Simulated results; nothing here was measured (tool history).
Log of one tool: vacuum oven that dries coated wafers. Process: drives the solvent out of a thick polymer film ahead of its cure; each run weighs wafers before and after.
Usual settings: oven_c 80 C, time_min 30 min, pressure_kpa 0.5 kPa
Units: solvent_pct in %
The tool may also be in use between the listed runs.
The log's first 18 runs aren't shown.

run 19 hour=760 | oven_c=90 time_min=16 pressure_kpa=0.578 | solvent_pct=1.17
run 20 hour=818.1 | oven_c=79 time_min=34 pressure_kpa=0.917 | solvent_pct=1.69
run 21 hour=846.4 | oven_c=68 time_min=16 pressure_kpa=0.289 | solvent_pct=7.68
run 22 hour=884.1 | oven_c=72 time_min=30 pressure_kpa=0.819 | solvent_pct=3.73
run 23 hour=947.7 | oven_c=74 time_min=42 pressure_kpa=0.609 | solvent_pct=1.72
run 24 hour=999.6 | oven_c=94 time_min=30 pressure_kpa=0.447 | solvent_pct=0.3
run 25 hour=1044.8 | oven_c=75 time_min=33 pressure_kpa=0.447 | solvent_pct=1.94
run 26 hour=1080.2 | oven_c=94 time_min=50 pressure_kpa=0.682 | solvent_pct=0.49
run 27 hour=1131.8 | oven_c=94 time_min=50 pressure_kpa=0.682 | solvent_pct=0.5
run 28 hour=1170 | oven_c=89 time_min=30 pressure_kpa=1.966 | solvent_pct=1.64
run 29 hour=1203.6 | oven_c=92 time_min=30 pressure_kpa=1.026 | solvent_pct=0.72
run 30 hour=1236.9 | oven_c=82 time_min=22 pressure_kpa=0.5 | solvent_pct=1.72
run 31 hour=1288.6 | oven_c=82 time_min=22 pressure_kpa=0.5 | solvent_pct=1.77
run 32 hour=1340.4 | oven_c=82 time_min=22 pressure_kpa=0.5 | solvent_pct=1.77

Forecast each of these 3 alternatives for the next run:
run A hour=1369.1 | oven_c=82 time_min=22 pressure_kpa=0.788 | solvent_pct=?
run B hour=1369.1 | oven_c=89 time_min=53 pressure_kpa=0.367 | solvent_pct=?
run C hour=1369.1 | oven_c=83 time_min=52 pressure_kpa=0.5 | solvent_pct=?

run=A solvent_pct=2.03
run=B solvent_pct=0.32
run=C solvent_pct=0.54
Without the tool's hidden state the same runs would have given:
run=A solvent_pct=2.01
run=B solvent_pct=0.31
run=C solvent_pct=0.53
